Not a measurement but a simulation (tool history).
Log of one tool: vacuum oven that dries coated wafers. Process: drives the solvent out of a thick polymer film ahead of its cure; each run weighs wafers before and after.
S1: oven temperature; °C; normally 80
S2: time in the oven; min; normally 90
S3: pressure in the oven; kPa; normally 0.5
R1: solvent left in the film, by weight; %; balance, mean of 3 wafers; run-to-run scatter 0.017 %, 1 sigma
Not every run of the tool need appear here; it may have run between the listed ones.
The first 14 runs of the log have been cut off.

{"run": 15, "hour": 928.7, "S1": 80, "S2": 90, "S3": 0.5, "R1": 1.57}
{"run": 16, "hour": 982.6, "S1": 80, "S2": 90, "S3": 0.5, "R1": 1.59}
{"run": 17, "hour": 1071.0, "S1": 92, "S2": 90, "S3": 0.5, "R1": 0.43}
{"run": 18, "hour": 1134.4, "S1": 80, "S2": 90, "S3": 0.261, "R1": 1.39}
{"run": 19, "hour": 1182.7, "S1": 84, "S2": 107, "S3": 0.261, "R1": 0.59}
{"run": 20, "hour": 1242.9, "S1": 84, "S2": 107, "S3": 0.261, "R1": 0.59}
{"run": 21, "hour": 1305.2, "S1": 75, "S2": 71, "S3": 1.739, "R1": 4.44}
{"run": 22, "hour": 1383.3, "S1": 75, "S2": 71, "S3": 1.739, "R1": 4.43}
{"run": 23, "hour": 1446.7, "S1": 80, "S2": 134, "S3": 0.476, "R1": 0.84}
{"run": 24, "hour": 1522.9, "S1": 80, "S2": 134, "S3": 0.476, "R1": 0.86}
{"run": 25, "hour": 1561.6, "S1": 84, "S2": 133, "S3": 0.437, "R1": 0.57}
{"run": 26, "hour": 1640.2, "S1": 84, "S2": 133, "S3": 0.437, "R1": 0.58}
{"run": 27, "hour": 1727.2, "S1": 90, "S2": 133, "S3": 1.535, "R1": 1.01}
{"run": 28, "hour": 1807.8, "S1": 69, "S2": 90, "S3": 0.326, "R1": 3.88}
{"run": 29, "hour": 1896.5, "S1": 85, "S2": 113, "S3": 0.855, "R1": 0.88}
{"run": 30, "hour": 1954.9, "S1": 85, "S2": 45, "S3": 0.855, "R1": 2.74}
{"run": 31, "hour": 1998.0, "S1": 90, "S2": 77, "S3": 0.428, "R1": 0.62}

Below are 4 alternative next runs, each starting from the tool's condition after run 31. Predict each:
{"run": "A", "hour": 2072.2, "S1": 90, "S2": 90, "S3": 0.428, "R1": "?"}
{"run": "B", "hour": 2072.2, "S1": 77, "S2": 126, "S3": 0.428, "R1": "?"}
{"run": "C", "hour": 2072.2, "S1": 77, "S2": 77, "S3": 0.428, "R1": "?"}
{"run": "D", "hour": 2072.2, "S1": 83, "S2": 77, "S3": 0.428, "R1": "?"}

run=A R1=0.52
run=B R1=1.23
run=C R1=2.43
run=D R1=1.35
Without the tool's hidden state the same runs would have given:
run=A R1=0.46
run=B R1=1.3
run=C R1=2.74
run=D R1=1.52
